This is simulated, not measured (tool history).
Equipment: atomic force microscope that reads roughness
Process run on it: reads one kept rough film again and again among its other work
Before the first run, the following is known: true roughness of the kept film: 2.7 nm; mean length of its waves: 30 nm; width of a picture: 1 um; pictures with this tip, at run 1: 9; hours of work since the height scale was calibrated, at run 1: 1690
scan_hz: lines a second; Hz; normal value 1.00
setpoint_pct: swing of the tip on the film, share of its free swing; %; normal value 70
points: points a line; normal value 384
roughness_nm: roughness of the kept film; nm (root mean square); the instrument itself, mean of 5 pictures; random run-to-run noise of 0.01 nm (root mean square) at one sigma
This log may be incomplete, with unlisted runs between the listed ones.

| run | hour | scan_hz | setpoint_pct | points | pictures with this tip | hours of work since the height scale was calibrated | roughness_nm |
|---|---|---|---|---|---|---|---|
| 1 | 0.0 | 1.00 | 70 | 384 | 9 | 1690 | 2.332 |
| 2 | 36.2 | 1.00 | 83 | 384 | 55 | 1710 | 2.176 |
| 3 | 74.2 | 1.00 | 83 | 384 | 103 | 1731 | 2.175 |
| 4 | 131.8 | 1.00 | 83 | 384 | 175 | 1763 | 2.190 |
|  | 169.3 | new tip fitted |
| 5 | 169.5 | 0.92 | 83 | 384 | 1 | 1783 | 2.195 |
| 6 | 227.4 | 0.92 | 83 | 384 | 73 | 1815 | 2.196 |
| 7 | 314.6 | 1.00 | 70 | 384 | 183 | 1863 | 2.299 |
|  | 340.9 | new tip fitted |
| 8 | 368.6 | 1.17 | 70 | 384 | 35 | 1892 | 2.294 |
| 9 | 437.5 | 1.17 | 70 | 384 | 122 | 1930 | 2.280 |
| 10 | 508.2 | 1.17 | 70 | 434 | 211 | 1969 | 2.301 |
|  | 517.1 | new tip fitted |
| 11 | 552.2 | 1.00 | 70 | 582 | 44 | 1992 | 2.324 |
| 12 | 618.7 | 1.00 | 70 | 582 | 128 | 2029 | 2.332 |
| 13 | 659.0 | 1.20 | 75 | 270 | 178 | 2051 | 2.207 |
|  | 694.0 | new tip fitted |
| 14 | 696.1 | 1.20 | 75 | 270 | 2 | 2071 | 2.228 |
| 15 | 759.0 | 1.00 | 70 | 893 | 81 | 2106 | 2.339 |
| 16 | 845.5 | 1.00 | 70 | 893 | 190 | 2153 | 2.323 |
|  | 870.0 | new tip fitted |
| 17 | 920.9 | 3.98 | 58 | 759 | 64 | 2194 | 2.205 |
| 18 | 998.2 | 3.98 | 58 | 759 | 161 | 2237 | 2.203 |
| 19 | 1037.1 | 1.77 | 73 | 398 | 210 | 2258 | 2.174 |
|  | 1043.2 | new tip fitted |
| 20 | 1091.8 | 1.20 | 60 | 1005 | 61 | 2288 | 2.398 |
| 21 | 1149.8 | 3.47 | 64 | 612 | 134 | 2320 | 2.126 |
| 22 | 1195.0 | 3.84 | 70 | 384 | 191 | 2344 | 1.968 |
|  | 1219.7 | new tip fitted |
| 23 | 1253.0 | 3.35 | 70 | 974 | 42 | 2376 | 2.021 |

4 ways to go on from here, each from the tool as it stands after run 23. What would each give?
| A | 1329.8 | 1.12 | 73 | 603 | 139 | 2418 | ? |
| B | 1329.8 | 0.54 | 87 | 907 | 139 | 2418 | ? |
| C | 1329.8 | 0.91 | 70 | 384 | 139 | 2418 | ? |
| D | 1329.8 | 2.43 | 58 | 384 | 139 | 2418 | ? |

| run | roughness_nm |
|---|---|
| A | 2.269 |
| B | 2.291 |
| C | 2.344 |
| D | 2.287 |
Had the tool no hidden state, the same runs would have come out as:
| run | roughness_nm |
|---|---|
| A | 2.272 |
| B | 2.294 |
| C | 2.348 |
| D | 2.290 |
